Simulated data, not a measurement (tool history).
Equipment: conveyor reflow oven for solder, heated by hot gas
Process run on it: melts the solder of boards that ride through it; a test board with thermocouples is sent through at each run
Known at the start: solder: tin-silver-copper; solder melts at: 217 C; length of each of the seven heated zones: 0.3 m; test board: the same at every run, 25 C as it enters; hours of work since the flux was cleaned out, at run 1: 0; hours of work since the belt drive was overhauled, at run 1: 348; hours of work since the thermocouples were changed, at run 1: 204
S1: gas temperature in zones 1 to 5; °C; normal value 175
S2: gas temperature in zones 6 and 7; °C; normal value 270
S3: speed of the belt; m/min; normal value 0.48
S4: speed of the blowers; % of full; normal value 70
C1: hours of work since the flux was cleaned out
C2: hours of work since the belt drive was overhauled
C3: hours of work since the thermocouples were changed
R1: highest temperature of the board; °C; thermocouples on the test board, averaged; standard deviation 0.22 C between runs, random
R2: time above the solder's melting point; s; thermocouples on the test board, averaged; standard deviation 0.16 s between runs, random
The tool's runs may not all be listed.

| run | hour | S1 | S2 | S3 | S4 | C1 | C2 | C3 | R1 | R2 |
|---|---|---|---|---|---|---|---|---|---|---|
| 1 | 0 | 175 | 270 | 0.48 | 70 | 0 | 348 | 204 | 256.7 | 60.1 |
| 2 | 74.9 | 175 | 270 | 0.48 | 70 | 47 | 394 | 251 | 256.7 | 60.1 |
| 3 | 157.7 | 175 | 270 | 0.48 | 70 | 99 | 446 | 303 | 256.5 | 60.1 |
| 4 | 241.5 | 175 | 270 | 0.48 | 70 | 151 | 499 | 355 | 256.5 | 59.8 |
| 5 | 282.9 | 175 | 270 | 0.48 | 70 | 177 | 525 | 381 | 256.5 | 59.9 |
| 6 | 350.1 | 165 | 270 | 0.48 | 70 | 220 | 567 | 424 | 254.6 | 55.3 |
| 7 | 416.3 | 161 | 270 | 0.48 | 70 | 261 | 609 | 465 | 253.6 | 53.7 |
| 8 | 459.6 | 175 | 282 | 0.48 | 70 | 288 | 636 | 492 | 266.4 | 65.2 |
| 9 | 531.5 | 175 | 270 | 0.427 | 70 | 333 | 681 | 537 | 259 | 69.8 |
|  | 580.6 | flux residue cleaned out of gas plates and filters |
| 10 | 587 | 175 | 270 | 0.427 | 70 | 4 | 712 | 569 | 260.2 | 71.1 |
| 11 | 662.5 | 175 | 270 | 0.427 | 70 | 51 | 760 | 616 | 260.5 | 71 |
| 12 | 746 | 175 | 270 | 0.427 | 70 | 104 | 812 | 669 | 260.2 | 70.6 |
| 13 | 827.8 | 175 | 270 | 0.427 | 70 | 155 | 863 | 720 | 260.3 | 70.9 |
| 14 | 872.4 | 175 | 270 | 0.427 | 70 | 183 | 891 | 748 | 259.9 | 70.4 |
|  | 961.5 | belt drive overhauled, speed set with a stopwatch |
| 15 | 962.8 | 175 | 270 | 0.48 | 59 | 237 | 1 | 802 | 255.2 | 59.1 |
| 16 | 1017.8 | 175 | 270 | 0.48 | 59 | 272 | 35 | 837 | 254.4 | 59 |
| 17 | 1090.8 | 181 | 268 | 0.387 | 59 | 317 | 81 | 882 | 259.2 | 80.8 |
| 18 | 1142 | 181 | 268 | 0.39 | 59 | 350 | 113 | 914 | 259.1 | 80.1 |
|  | 1162.5 | flux residue cleaned out of gas plates and filters |
| 19 | 1235.8 | 178 | 283 | 0.553 | 67 | 46 | 169 | 970 | 265.1 | 56.9 |
|  | 1287.4 | thermocouples of zones 6 and 7 changed |
| 20 | 1315.8 | 187 | 280 | 0.48 | 70 | 95 | 218 | 18 | 267.8 | 70.9 |
| 21 | 1397.3 | 175 | 258 | 0.48 | 68 | 146 | 269 | 69 | 246.6 | 53.9 |
| 22 | 1443 | 175 | 270 | 0.48 | 60 | 175 | 298 | 98 | 254.9 | 59.8 |
|  | 1454.2 | belt drive overhauled, speed set with a stopwatch, once more |
| 23 | 1490.3 | 175 | 261 | 0.48 | 60 | 202 | 23 | 125 | 246.8 | 52.1 |
| 24 | 1541.9 | 175 | 261 | 0.48 | 60 | 234 | 55 | 157 | 246.8 | 52 |
| 25 | 1596.5 | 175 | 284 | 0.494 | 65 | 268 | 89 | 191 | 266.5 | 62.9 |
| 26 | 1648.9 | 175 | 270 | 0.48 | 70 | 301 | 122 | 224 | 256 | 59 |
| 27 | 1693.7 | 180 | 270 | 0.48 | 68 | 329 | 150 | 252 | 256 | 61.1 |
|  | 1747.6 | flux residue cleaned out of gas plates and filters |
| 28 | 1782.8 | 180 | 283 | 0.486 | 90 | 22 | 203 | 305 | 272.2 | 68.4 |
| 29 | 1836.9 | 180 | 283 | 0.486 | 90 | 56 | 237 | 339 | 271.9 | 67.9 |
| 30 | 1891.4 | 180 | 283 | 0.486 | 90 | 90 | 271 | 373 | 271.7 | 68 |
| 31 | 1976.4 | 175 | 272 | 0.48 | 70 | 143 | 324 | 426 | 258.7 | 61.2 |

The logged runs with the hidden state left out (each run's random variation unchanged):
The hidden state here: heat that the gas passes to the board, % of a clean oven's; belt's true speed, % of the reading; true gas temperature in zones 6 and 7 over the reading, C; drift of the gauge itself on peak_c, C; drift of the gauge itself on liquid_s, %.
| run | R1 | R2 |
|---|---|---|
| 1 | 256.8 | 59.9 |
| 2 | 257 | 60.1 |
| 3 | 256.9 | 60.2 |
| 4 | 257.1 | 60 |
| 5 | 257.2 | 60.1 |
| 6 | 255.6 | 55.8 |
| 7 | 254.8 | 54.4 |
| 8 | 267.6 | 65.4 |
| 9 | 260 | 70.2 |
| 10 | 259.8 | 70.2 |
| 11 | 260.2 | 70.3 |
| 12 | 260.1 | 70 |
| 13 | 260.3 | 70.3 |
| 14 | 260 | 69.8 |
| 15 | 255.5 | 58.7 |
| 16 | 254.8 | 58.7 |
| 17 | 259.3 | 79.8 |
| 18 | 259.3 | 79.1 |
| 19 | 263.9 | 55.4 |
| 20 | 267.5 | 69.4 |
| 21 | 246.4 | 52.9 |
| 22 | 254.8 | 58.7 |
| 23 | 247.4 | 53 |
| 24 | 247.4 | 53.1 |
| 25 | 267.7 | 63.6 |
| 26 | 257 | 60 |
| 27 | 257.1 | 62.1 |
| 28 | 271.7 | 68.1 |
| 29 | 271.5 | 67.7 |
| 30 | 271.5 | 67.8 |
| 31 | 258.6 | 61.2 |
